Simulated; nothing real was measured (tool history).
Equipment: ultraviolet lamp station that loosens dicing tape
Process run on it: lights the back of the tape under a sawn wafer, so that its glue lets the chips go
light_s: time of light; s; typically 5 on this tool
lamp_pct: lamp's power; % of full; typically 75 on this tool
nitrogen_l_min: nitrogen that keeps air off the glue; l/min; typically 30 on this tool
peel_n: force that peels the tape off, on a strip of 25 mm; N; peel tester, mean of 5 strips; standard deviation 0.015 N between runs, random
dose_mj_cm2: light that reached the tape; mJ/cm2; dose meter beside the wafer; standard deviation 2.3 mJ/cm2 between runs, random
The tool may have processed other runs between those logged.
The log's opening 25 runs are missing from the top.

run 26 hour=685.8 | light_s=5 lamp_pct=67 nitrogen_l_min=43 | peel_n=0.758 dose_mj_cm2=205
run 27 hour=719.2 | light_s=5 lamp_pct=74 nitrogen_l_min=26 | peel_n=0.777 dose_mj_cm2=226
run 28 hour=753.4 | light_s=5 lamp_pct=74 nitrogen_l_min=26 | peel_n=0.799 dose_mj_cm2=228
run 29 hour=786.7 | light_s=4 lamp_pct=68 nitrogen_l_min=10 | peel_n=2.019 dose_mj_cm2=167
run 30 hour=813.4 | light_s=5 lamp_pct=64 nitrogen_l_min=16 | peel_n=1.284 dose_mj_cm2=195
-- hour=848.4 window cleaned of glue's vapour
run 31 hour=849.6 | light_s=2 lamp_pct=75 nitrogen_l_min=30 | peel_n=2.667 dose_mj_cm2=96
run 32 hour=875.1 | light_s=3 lamp_pct=84 nitrogen_l_min=55 | peel_n=1.097 dose_mj_cm2=155
run 33 hour=898.1 | light_s=4 lamp_pct=75 nitrogen_l_min=10 | peel_n=1.875 dose_mj_cm2=184
run 34 hour=922.7 | light_s=5 lamp_pct=75 nitrogen_l_min=9 | peel_n=1.388 dose_mj_cm2=229
run 35 hour=948.3 | light_s=5 lamp_pct=97 nitrogen_l_min=17 | peel_n=0.583 dose_mj_cm2=300
run 36 hour=970.7 | light_s=5 lamp_pct=97 nitrogen_l_min=17 | peel_n=0.579 dose_mj_cm2=296
run 37 hour=998.6 | light_s=5 lamp_pct=97 nitrogen_l_min=17 | peel_n=0.583 dose_mj_cm2=300

What if the next run were any one of these 4? Each begins from the tool's condition after run 37:
run A hour=1033.2 | light_s=5 lamp_pct=75 nitrogen_l_min=30 | peel_n=? dose_mj_cm2=?
run B hour=1033.2 | light_s=6 lamp_pct=82 nitrogen_l_min=17 | peel_n=? dose_mj_cm2=?
run C hour=1033.2 | light_s=5 lamp_pct=95 nitrogen_l_min=19 | peel_n=? dose_mj_cm2=?
run D hour=1033.2 | light_s=5 lamp_pct=72 nitrogen_l_min=17 | peel_n=? dose_mj_cm2=?

run=A peel_n=0.727 dose_mj_cm2=229
run=B peel_n=0.582 dose_mj_cm2=301
run=C peel_n=0.580 dose_mj_cm2=295
run=D peel_n=1.064 dose_mj_cm2=221
Without the tool's hidden state the same runs would have given:
run=A peel_n=0.723 dose_mj_cm2=230
run=B peel_n=0.579 dose_mj_cm2=301
run=C peel_n=0.577 dose_mj_cm2=296
run=D peel_n=1.060 dose_mj_cm2=222

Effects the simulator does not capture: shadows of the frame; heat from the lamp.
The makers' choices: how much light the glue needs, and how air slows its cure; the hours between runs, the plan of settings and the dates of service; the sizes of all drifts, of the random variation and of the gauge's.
